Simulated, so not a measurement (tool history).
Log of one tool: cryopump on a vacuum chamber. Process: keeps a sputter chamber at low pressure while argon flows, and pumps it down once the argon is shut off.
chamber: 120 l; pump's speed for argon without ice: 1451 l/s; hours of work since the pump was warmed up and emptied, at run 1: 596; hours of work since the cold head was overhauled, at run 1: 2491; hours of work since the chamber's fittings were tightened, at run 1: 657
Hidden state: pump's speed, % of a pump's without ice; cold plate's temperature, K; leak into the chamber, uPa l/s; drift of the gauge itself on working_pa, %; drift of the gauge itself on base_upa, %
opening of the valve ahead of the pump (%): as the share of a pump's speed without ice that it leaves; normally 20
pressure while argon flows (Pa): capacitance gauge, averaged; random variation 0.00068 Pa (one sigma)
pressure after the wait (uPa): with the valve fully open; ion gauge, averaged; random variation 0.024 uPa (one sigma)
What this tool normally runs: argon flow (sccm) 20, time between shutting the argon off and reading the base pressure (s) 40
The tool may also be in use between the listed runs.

run	day	argon flow (sccm)	time between shutting the argon off and reading the base pressure (s)	opening of the valve ahead of the pump (%)	hours of work since the pump was warmed up and emptied	hours of work since the cold head was overhauled	hours of work since the chamber's fittings were tightened	pressure while argon flows (Pa)	pressure after the wait (uPa)
1	0.000	20	40	20	596	2491	657	0.1208	1.03
# day 0.392: pump warmed up, emptied and cooled again
2	2.879	20	40	20	49	2544	710	0.1174	0.97
3	4.733	11	40	20	86	2581	747	0.0654	0.97
4	6.725	11	40	20	126	2620	786	0.0647	0.99
5	9.892	20	220	20	188	2683	849	0.1169	0.47
6	13.046	21	40	20	251	2746	911	0.1257	0.97
7	15.850	21	40	20	307	2801	967	0.1249	1.05
8	18.104	21	40	20	351	2846	1012	0.1267	1.06
9	21.300	20	40	23	415	2910	1075	0.1040	1.14
10	23.662	20	40	23	462	2956	1122	0.1050	1.08
11	26.654	16	40	23	521	3016	1181	0.0843	1.08
12	28.788	18	40	20	563	3058	1224	0.1088	1.07
# day 30.912: pump warmed up, emptied and cooled again
13	31.608	9	40	20	14	3110	1275	0.0528	1.07
14	34.446	20	40	20	70	3166	1332	0.1163	1.05
15	36.692	28	40	20	115	3211	1376	0.1665	1.06
16	38.792	20	40	23	156	3252	1418	0.1020	1.08
17	41.033	25	40	20	201	3297	1463	0.1481	1.07
18	44.021	25	40	20	260	3356	1522	0.1480	1.12
19	47.033	25	40	20	320	3416	1581	0.1494	1.13
20	49.262	15	62	35	364	3460	1626	0.0523	0.92
21	51.933	39	71	33	417	3513	1679	0.1447	0.90
22	53.992	11	96	15	458	3554	1720	0.0885	0.75
23	56.404	11	96	15	506	3602	1767	0.0880	0.80
24	58.896	19	21	50	555	3651	1817	0.0489	1.78
25	60.917	20	23	30	595	3691	1857	0.0819	1.70
# day 61.579: pump warmed up, emptied and cooled again
26	64.304	20	23	30	54	3754	1920	0.0797	1.64
27	66.712	12	248	21	102	3802	1968	0.0675	0.64
28	69.262	20	28	16	152	3853	2018	0.1483	1.38
29	71.238	20	28	16	192	3892	2057	0.1485	1.45
30	74.538	20	28	16	257	3957	2123	0.1465	1.47
31	76.783	26	25	29	302	4002	2168	0.1085	1.60
32	78.425	20	40	40	334	4034	2200	0.0623	1.24
33	81.558	22	40	20	396	4097	2262	0.1322	1.21
34	83.158	27	77	29	428	4128	2294	0.1135	0.98
35	84.483	27	77	29	454	4155	2320	0.1136	1.00

3 options for the next run, each taken on its own from the tool as it stands now. Forecast them:
A	86.883	34	247	46	502	4202	2368	?	?
B	86.883	30	58	29	502	4202	2368	?	?
C	86.883	22	22	29	502	4202	2368	?	?

run	pressure while argon flows (Pa)	pressure after the wait (uPa)
A	0.0927	0.75
B	0.1277	1.12
C	0.0924	1.82
Take away the tool's hidden state, keep each run's random variation, and the runs would have read:
run	pressure while argon flows (Pa)	pressure after the wait (uPa)
A	0.0859	0.29
B	0.1216	0.65
C	0.0879	1.36

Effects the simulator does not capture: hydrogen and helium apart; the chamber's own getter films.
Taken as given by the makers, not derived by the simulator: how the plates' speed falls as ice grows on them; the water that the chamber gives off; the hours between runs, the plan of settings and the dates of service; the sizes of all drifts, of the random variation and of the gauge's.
